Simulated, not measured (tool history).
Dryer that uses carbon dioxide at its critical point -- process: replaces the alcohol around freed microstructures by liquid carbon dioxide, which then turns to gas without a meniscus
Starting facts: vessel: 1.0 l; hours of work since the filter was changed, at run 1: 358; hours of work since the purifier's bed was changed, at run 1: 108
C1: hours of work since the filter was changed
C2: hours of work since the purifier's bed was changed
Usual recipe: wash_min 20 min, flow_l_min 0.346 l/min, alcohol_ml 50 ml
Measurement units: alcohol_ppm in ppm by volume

run 1 hour=0.0 | wash_min=20 flow_l_min=0.346 alcohol_ml=50 | C1=358 C2=108 | alcohol_ppm=227
run 2 hour=7.9 | wash_min=20 flow_l_min=0.346 alcohol_ml=50 | C1=362 C2=112 | alcohol_ppm=221
run 3 hour=14.8 | wash_min=20 flow_l_min=0.346 alcohol_ml=50 | C1=366 C2=116 | alcohol_ppm=233
run 4 hour=25.0 | wash_min=20 flow_l_min=0.346 alcohol_ml=50 | C1=372 C2=122 | alcohol_ppm=230
run 5 hour=29.7 | wash_min=20 flow_l_min=0.346 alcohol_ml=50 | C1=374 C2=124 | alcohol_ppm=228
-- hour=33.2 inlet filter changed
run 6 hour=37.7 | wash_min=20 flow_l_min=0.346 alcohol_ml=50 | C1=3 C2=128 | alcohol_ppm=139
run 7 hour=44.6 | wash_min=20 flow_l_min=0.346 alcohol_ml=50 | C1=6 C2=132 | alcohol_ppm=138
run 8 hour=52.7 | wash_min=20 flow_l_min=0.346 alcohol_ml=50 | C1=11 C2=137 | alcohol_ppm=135
run 9 hour=61.3 | wash_min=20 flow_l_min=0.346 alcohol_ml=50 | C1=16 C2=141 | alcohol_ppm=141
run 10 hour=66.6 | wash_min=20 flow_l_min=0.346 alcohol_ml=50 | C1=19 C2=144 | alcohol_ppm=148
run 11 hour=73.2 | wash_min=20 flow_l_min=0.346 alcohol_ml=50 | C1=22 C2=148 | alcohol_ppm=141
run 12 hour=79.5 | wash_min=20 flow_l_min=0.346 alcohol_ml=50 | C1=26 C2=152 | alcohol_ppm=153
run 13 hour=86.9 | wash_min=20 flow_l_min=0.346 alcohol_ml=50 | C1=30 C2=156 | alcohol_ppm=160
run 14 hour=96.6 | wash_min=20 flow_l_min=0.346 alcohol_ml=50 | C1=35 C2=161 | alcohol_ppm=160
run 15 hour=106.8 | wash_min=20 flow_l_min=0.346 alcohol_ml=22 | C1=41 C2=167 | alcohol_ppm=128
run 16 hour=114.3 | wash_min=25 flow_l_min=0.346 alcohol_ml=50 | C1=45 C2=171 | alcohol_ppm=97
run 17 hour=125.0 | wash_min=20 flow_l_min=0.346 alcohol_ml=57 | C1=51 C2=177 | alcohol_ppm=181
run 18 hour=134.8 | wash_min=20 flow_l_min=0.346 alcohol_ml=57 | C1=57 C2=183 | alcohol_ppm=188
run 19 hour=142.1 | wash_min=23 flow_l_min=0.346 alcohol_ml=50 | C1=61 C2=187 | alcohol_ppm=113
run 20 hour=148.0 | wash_min=23 flow_l_min=0.346 alcohol_ml=50 | C1=64 C2=190 | alcohol_ppm=117
run 21 hour=157.3 | wash_min=21 flow_l_min=0.253 alcohol_ml=57 | C1=69 C2=195 | alcohol_ppm=520
run 22 hour=162.6 | wash_min=14 flow_l_min=0.526 alcohol_ml=76 | C1=72 C2=198 | alcohol_ppm=173

What does the tool deliver on the next run?
run 23 hour=171.2 | wash_min=13 flow_l_min=0.421 alcohol_ml=50 | C1=77 C2=203 | alcohol_ppm=?

alcohol_ppm: 429 ppm by volume
On a tool with no hidden condition, and with the same random variation, this run would have come out at alcohol_ppm 283 ppm by volume.
